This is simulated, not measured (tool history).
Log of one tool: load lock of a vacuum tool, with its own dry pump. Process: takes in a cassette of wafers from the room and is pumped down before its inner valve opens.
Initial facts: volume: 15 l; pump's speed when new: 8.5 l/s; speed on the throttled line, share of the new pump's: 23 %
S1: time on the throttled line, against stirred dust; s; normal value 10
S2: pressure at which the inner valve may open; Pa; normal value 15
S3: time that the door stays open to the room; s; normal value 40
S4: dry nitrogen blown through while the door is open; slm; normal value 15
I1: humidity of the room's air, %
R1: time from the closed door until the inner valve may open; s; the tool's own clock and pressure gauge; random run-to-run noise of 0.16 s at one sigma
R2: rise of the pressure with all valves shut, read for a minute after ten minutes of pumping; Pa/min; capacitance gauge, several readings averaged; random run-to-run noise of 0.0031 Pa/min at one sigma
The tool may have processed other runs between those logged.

Run 1, hour 0: usual settings; I1 45. Result: R1 23.5 s, R2 0.148 Pa/min.
Run 2, hour 142.5: usual settings but S3 72 s; I1 47.6. Result: R1 23.7 s, R2 0.188 Pa/min.
Run 3, hour 235.2: usual settings but S1 5 s, S3 72 s; I1 43.6. Result: R1 20.1 s, R2 0.177 Pa/min.
Run 4, hour 382.8: usual settings but S1 5 s, S3 72 s; I1 43.9. Result: R1 20 s, R2 0.182 Pa/min.
Run 5, hour 529.1: usual settings; I1 43.6. Result: R1 23.7 s, R2 0.161 Pa/min.
Run 6, hour 634.8: usual settings; I1 44.5. Result: R1 23.7 s, R2 0.171 Pa/min.
Run 7, hour 709.7: usual settings; I1 46.4. Result: R1 23.8 s, R2 0.174 Pa/min.
Run 8, hour 811.5: usual settings; I1 47. Result: R1 23.8 s, R2 0.173 Pa/min.
Run 9, hour 943.1: usual settings but S2 16 Pa; I1 48.5. Result: R1 23.7 s, R2 0.175 Pa/min.
Run 10, hour 1058.2: usual settings; I1 44.8. Result: R1 24 s, R2 0.179 Pa/min.
Run 11, hour 1163.4: usual settings; I1 43.2. Result: R1 24 s, R2 0.177 Pa/min.
Run 12, hour 1318.9: usual settings but S3 55 s; I1 41.6. Result: R1 23.9 s, R2 0.201 Pa/min.
Run 13, hour 1409.4: usual settings but S3 55 s; I1 48.2. Result: R1 23.9 s, R2 0.212 Pa/min.
Run 14, hour 1492.3: usual settings but S3 55 s; I1 47.5. Result: R1 24.1 s, R2 0.209 Pa/min.
Run 15, hour 1619.6: usual settings but S3 55 s; I1 44. Result: R1 23.8 s, R2 0.217 Pa/min.
Run 16, hour 1687.8: usual settings but S4 8 slm; I1 45.9. Result: R1 24.1 s, R2 0.207 Pa/min.
Run 17, hour 1809.7: usual settings; I1 43.4. Result: R1 24 s, R2 0.202 Pa/min.
Run 18, hour 1913: usual settings but S1 9 s, S3 47 s, S4 17 slm; I1 47.5. Result: R1 23.4 s, R2 0.214 Pa/min.
Run 19, hour 1987.6: usual settings but S1 6 s, S3 47 s, S4 17 slm; I1 46.4. Result: R1 21.1 s, R2 0.213 Pa/min.
Run 20, hour 2111.5: usual settings but S1 8 s, S2 22 Pa, S3 47 s, S4 31 slm; I1 45.2. Result: R1 21.7 s, R2 0.203 Pa/min.
Run 21, hour 2185.4: usual settings but S3 100 s; I1 42.3. Result: R1 24 s, R2 0.262 Pa/min.
Run 22, hour 2283: usual settings but S3 100 s; I1 43.9. Result: R1 23.9 s, R2 0.264 Pa/min.
Run 23, hour 2359.5: usual settings but S3 100 s; I1 44.2. Result: R1 24 s, R2 0.263 Pa/min.
Run 24, hour 2493.7: usual settings but S1 9 s, S2 18 Pa, S3 37 s, S4 4 slm; I1 43.9. Result: R1 23.1 s, R2 0.238 Pa/min.
Run 25, hour 2601: usual settings but S1 9 s, S3 213 s; I1 44.4. Result: R1 23.1 s, R2 0.343 Pa/min.
Run 26, hour 2727: usual settings but S1 9 s, S3 213 s; I1 45.8. Result: R1 23.2 s, R2 0.344 Pa/min.
Run 27, hour 2887.9: usual settings but S1 9 s, S3 213 s; I1 42.9. Result: R1 23.2 s, R2 0.347 Pa/min.
Run 28, hour 3002.2: usual settings but S1 9 s, S3 213 s; I1 44.3. Result: R1 23.7 s, R2 0.357 Pa/min.
Run 29, hour 3149.7: usual settings but S1 6 s, S2 19 Pa, S3 31 s; I1 48.6. Result: R1 20.9 s, R2 0.241 Pa/min.
Run 30, hour 3224.1: usual settings but S1 11 s, S2 12 Pa, S3 26 s, S4 12 slm; I1 45.1. Result: R1 25.3 s, R2 0.241 Pa/min.
Run 31, hour 3310.6: usual settings but S1 11 s, S2 12 Pa, S3 26 s, S4 33 slm; I1 46.8. Result: R1 25.5 s, R2 0.222 Pa/min.
Run 32, hour 3437.8: usual settings but S1 6 s; I1 45.7. Result: R1 21.3 s, R2 0.259 Pa/min.
Run 33, hour 3584.6: usual settings but S1 17 s, S3 67 s, S4 14 slm; I1 42.5. Result: R1 29.7 s, R2 0.292 Pa/min.
Run 34, hour 3709.8: usual settings but S1 19 s, S3 36 s, S4 30 slm; I1 46.1. Result: R1 31 s, R2 0.256 Pa/min.

Per-run results on a tool with no hidden state, each run keeping its own random variation:
Hidden conditions of the tool in this case: pump's speed, % of a new pump's; leak at the door's seal, Pa l/s; drift of the gauge itself on ready_s, %; drift of the gauge itself on rise_pa_min, %.
run    R1     R2
  1    23  0.065
  2  23.2  0.103
  3  19.4  0.089
  4  19.4  0.089
  5  23.1  0.066
  6  23.1   0.07
  7  23.2  0.072
  8  23.1   0.07
  9    23  0.067
 10  23.3  0.068
 11  23.3  0.063
 12  23.2  0.081
 13  23.2  0.087
 14  23.4  0.082
 15  23.1  0.084
 16  23.3  0.075
 17  23.2  0.066
 18  22.6  0.077
 19  20.3  0.072
 20  20.9  0.055
 21  23.2  0.114
 22    23  0.112
 23  23.2  0.111
 24  22.2   0.08
 25  22.2  0.183
 26  22.2  0.182
 27  22.2  0.175
 28  22.7  0.182
 29  19.8  0.061
 30  24.3  0.058
 31  24.5  0.035
 32  20.1  0.069
 33  28.7  0.096
 34    30  0.055
